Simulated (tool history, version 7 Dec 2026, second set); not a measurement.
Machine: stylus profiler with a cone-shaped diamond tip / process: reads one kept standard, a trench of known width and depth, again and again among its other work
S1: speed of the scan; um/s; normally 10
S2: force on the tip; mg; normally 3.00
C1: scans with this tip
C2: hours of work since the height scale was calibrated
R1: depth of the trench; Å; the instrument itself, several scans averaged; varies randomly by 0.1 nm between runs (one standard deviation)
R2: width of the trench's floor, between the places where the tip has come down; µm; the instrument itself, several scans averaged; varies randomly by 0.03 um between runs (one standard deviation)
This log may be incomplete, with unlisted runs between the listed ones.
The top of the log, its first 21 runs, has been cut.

{"run": 22, "hour": 569.5, "S1": 10, "S2": 1.29, "C1": 7976, "C2": 93, "R1": 2015.4, "R2": 17.48}
{"run": 23, "hour": 595.6, "S1": 4, "S2": 1.29, "C1": 8213, "C2": 113, "R1": 2017.1, "R2": 17.48}
{"run": 24, "hour": 621.2, "S1": 32, "S2": 4.54, "C1": 8444, "C2": 133, "R1": 2035.1, "R2": 17.41}
{"run": 25, "hour": 644.7, "S1": 4, "S2": 2.1, "C1": 8657, "C2": 152, "R1": 2021.1, "R2": 17.55}
{"run": 26, "hour": 667.7, "S1": 4, "S2": 2.1, "C1": 8865, "C2": 170, "R1": 2020.3, "R2": 17.53}
{"run": 27, "hour": 696.5, "S1": 4, "S2": 6.68, "C1": 9126, "C2": 193, "R1": 2044.1, "R2": 17.44}
{"run": 28, "hour": 721.0, "S1": 4, "S2": 6.68, "C1": 9348, "C2": 212, "R1": 2044.5, "R2": 17.46}
{"run": 29, "hour": 740.4, "S1": 9, "S2": 6.06, "C1": 9524, "C2": 227, "R1": 2042.1, "R2": 17.43}
{"run": 30, "hour": 774.7, "S1": 9, "S2": 6.06, "C1": 9834, "C2": 254, "R1": 2043.4, "R2": 17.45}
{"run": 31, "hour": 792.9, "S1": 9, "S2": 6.06, "C1": 9998, "C2": 269, "R1": 2043.1, "R2": 17.41}
{"run": 32, "hour": 829.4, "S1": 9, "S2": 6.06, "C1": 10329, "C2": 297, "R1": 2041.5, "R2": 17.41}
{"run": 33, "hour": 858.3, "S1": 9, "S2": 6.06, "C1": 10591, "C2": 320, "R1": 2043.3, "R2": 17.34}
{"run": 34, "hour": 878.3, "S1": 9, "S2": 6.06, "C1": 10772, "C2": 336, "R1": 2045.1, "R2": 17.38}
{"run": 35, "hour": 915.4, "S1": 15, "S2": 4.23, "C1": 11108, "C2": 365, "R1": 2034.5, "R2": 17.31}
{"run": 36, "hour": 942.2, "S1": 15, "S2": 4.23, "C1": 11350, "C2": 386, "R1": 2035.5, "R2": 17.3}
{"run": 37, "hour": 969.7, "S1": 3, "S2": 1.28, "C1": 11599, "C2": 408, "R1": 2019.5, "R2": 17.29}
{"run": 38, "hour": 992.4, "S1": 3, "S2": 1.28, "C1": 11804, "C2": 426, "R1": 2017.1, "R2": 17.33}
{"run": 39, "hour": 1018.5, "S1": 13, "S2": 1.66, "C1": 12041, "C2": 446, "R1": 2021.3, "R2": 17.29}
{"run": 40, "hour": 1043.4, "S1": 37, "S2": 2.36, "C1": 12266, "C2": 466, "R1": 2025.7, "R2": 17.1}
{"run": 41, "hour": 1065.4, "S1": 2, "S2": 4.39, "C1": 12465, "C2": 483, "R1": 2034.1, "R2": 17.27}
{"run": 42, "hour": 1095.3, "S1": 2, "S2": 4.39, "C1": 12736, "C2": 507, "R1": 2037.1, "R2": 17.32}
{"run": 43, "hour": 1114.2, "S1": 2, "S2": 1.01, "C1": 12907, "C2": 522, "R1": 2016.9, "R2": 17.31}
{"run": 44, "hour": 1130.0, "S1": 2, "S2": 6.69, "C1": 13050, "C2": 534, "R1": 2046.7, "R2": 17.24}
{"run": 45, "hour": 1160.2, "S1": 2, "S2": 6.69, "C1": 13324, "C2": 558, "R1": 2047.6, "R2": 17.27}
{"run": 46, "hour": 1186.9, "S1": 2, "S2": 6.69, "C1": 13565, "C2": 579, "R1": 2048.5, "R2": 17.26}

3 options for the next run, each taken on its own from the tool as it stands now. Forecast them:
{"run": "A", "hour": 1211.0, "S1": 6, "S2": 6.69, "C1": 13783, "C2": 598, "R1": "?", "R2": "?"}
{"run": "B", "hour": 1211.0, "S1": 4, "S2": 8.67, "C1": 13783, "C2": 598, "R1": "?", "R2": "?"}
{"run": "C", "hour": 1211.0, "S1": 3, "S2": 3.51, "C1": 13783, "C2": 598, "R1": "?", "R2": "?"}

run=A R1=2048.1 R2=17.23
run=B R1=2057.7 R2=17.28
run=C R1=2034.2 R2=17.21
With the hidden condition removed and each run's random variation left untouched, the same runs would have given:
run=A R1=2043.4 R2=18.03
run=B R1=2053.0 R2=18.08
run=C R1=2029.5 R2=18.01
